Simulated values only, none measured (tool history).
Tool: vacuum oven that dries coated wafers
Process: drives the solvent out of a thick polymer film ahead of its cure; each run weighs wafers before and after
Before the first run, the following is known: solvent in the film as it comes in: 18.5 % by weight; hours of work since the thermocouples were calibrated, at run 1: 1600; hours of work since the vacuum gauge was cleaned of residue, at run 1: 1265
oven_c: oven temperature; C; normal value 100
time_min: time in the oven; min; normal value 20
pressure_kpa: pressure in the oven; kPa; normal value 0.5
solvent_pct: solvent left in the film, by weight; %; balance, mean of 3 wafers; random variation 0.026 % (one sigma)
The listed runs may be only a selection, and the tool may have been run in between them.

run     day  oven_c  time_min  pressure_kpa  hours of work since the thermocouples were calibrated  hours of work since the vacuum gauge was cleaned of residue  solvent_pct
  1       0     100        20           0.5                                                   1600                                                         1265         3.98
  2   2.121     100        20           0.5                                                   1641                                                         1305         3.94
  3   3.408     100        20           0.5                                                   1665                                                         1330         3.97
  4   6.288     100        20         1.002                                                   1720                                                         1384         4.44
  5   8.246     100        18           0.5                                                   1757                                                         1422         4.43
      9.442  -- oven's thermocouples calibrated
  6   9.592     100        11           0.5                                                      3                                                         1446         7.95
  7  11.917     100        12           0.5                                                     47                                                         1490         7.44
  8  13.975     100        11           0.5                                                     87                                                         1530         7.86
  9  16.571     100        11           0.5                                                    136                                                         1579         7.94
 10  18.125     100        11           0.5                                                    166                                                         1609         7.85
 11  20.662     100        11           0.5                                                    214                                                         1657         7.85
 12  23.283     100        11           0.5                                                    264                                                         1707          7.9
 13  25.833     100        11           0.5                                                    313                                                         1756         7.87
 14  27.217     100        11           0.5                                                    339                                                         1782         7.76
 15  30.112     100        11           0.5                                                    394                                                         1837         7.83
 16  31.625     100        11           0.5                                                    423                                                         1866         7.81
 17  32.971     100        20           0.5                                                    449                                                         1892         4.78
 18  34.646     100        14           0.5                                                    481                                                         1924         6.48
 19  35.958     100        20           0.5                                                    506                                                         1949         4.76
 20  37.862     100        20           0.5                                                    542                                                         1985         4.83
 21  39.317     100        20           0.5                                                    570                                                         2013         4.71
 22  41.208     100        13           0.5                                                    606                                                         2049         6.92
 23  43.042     100        13           0.5                                                    641                                                         2084         6.84
 24  45.496     100        11         0.528                                                    688                                                         2131         7.75
     46.346  -- vacuum gauge cleaned of residue and calibrated
 25  48.221     100        11         0.528                                                    738                                                           36         7.15
 26  50.246     100        11         0.528                                                    777                                                           74          7.1
 27  52.788     100        11         0.528                                                    825                                                          123          7.1
 28  54.562     100        36         0.528                                                    859                                                          157         1.74
 29  55.854     107        20         1.844                                                    884                                                          181          3.5
 30  58.154     107        20         1.844                                                    928                                                          225         3.53
 31  60.192     107        20         1.844                                                    967                                                          264         3.53
 32  61.512      96        18         1.649                                                    992                                                          289         6.83
 33  64.471     108        20         0.872                                                   1048                                                          346         2.39
 34  66.504      91        20           0.5                                                   1087                                                          384         6.61
 35  69.121      91        14           0.5                                                   1137                                                          434         8.38
 36  70.358      85        16         0.734                                                   1161                                                          458         9.64
 37  71.867     112        20         0.421                                                   1189                                                          487          1.4
 38  74.183     112        11         0.604                                                   1234                                                          531         3.71
 39  76.767      86        29         0.331                                                   1283                                                          580         5.94
 40  79.675     108        20         1.744                                                   1338                                                          636         3.17
 41  82.325     108        35         1.744                                                   1389                                                          686         2.05
 42  85.188      93        35         1.744                                                   1443                                                          741         4.95
 43  86.525     100        33         0.516                                                   1469                                                          766         1.95
 44  87.796     100        33         0.516                                                   1493                                                          790         2.01
 45  90.629     100        33         0.516                                                   1547                                                          845         1.98
 46  91.975     100        33         0.516                                                   1573                                                          870         1.98

Subtracting, for every run, the result it would have given without the tool's unlogged condition from the measured result gives the following. The same run-to-run variation enters both numbers; the gauge's scatter may not:
The tool's hidden condition here consists of: true wafer temperature over the reading, C; true pressure over the reading, kPa; drift of the gauge itself on solvent_pct, %.
run  solvent_pct
  1         -0.4
  2        -0.41
  3        -0.41
  4        -0.45
  5        -0.48
  6         +0.4
  7         +0.4
  8        +0.38
  9        +0.37
 10        +0.36
 11        +0.34
 12        +0.33
 13        +0.31
 14         +0.3
 15        +0.29
 16        +0.28
 17        +0.41
 18         +0.3
 19        +0.39
 20        +0.38
 21        +0.38
 22        +0.25
 23        +0.23
 24        +0.18
 25        -0.39
 26         -0.4
 27        -0.42
 28        -0.23
 29        -0.35
 30        -0.37
 31        -0.36
 32        -0.51
 33        -0.32
 34        -0.51
 35        -0.49
 36        -0.45
 37        -0.22
 38        -0.49
 39        -0.52
 40         -0.4
 41        -0.12
 42        -0.52
 43        -0.25
 44        -0.24
 45        -0.25
 46        -0.25

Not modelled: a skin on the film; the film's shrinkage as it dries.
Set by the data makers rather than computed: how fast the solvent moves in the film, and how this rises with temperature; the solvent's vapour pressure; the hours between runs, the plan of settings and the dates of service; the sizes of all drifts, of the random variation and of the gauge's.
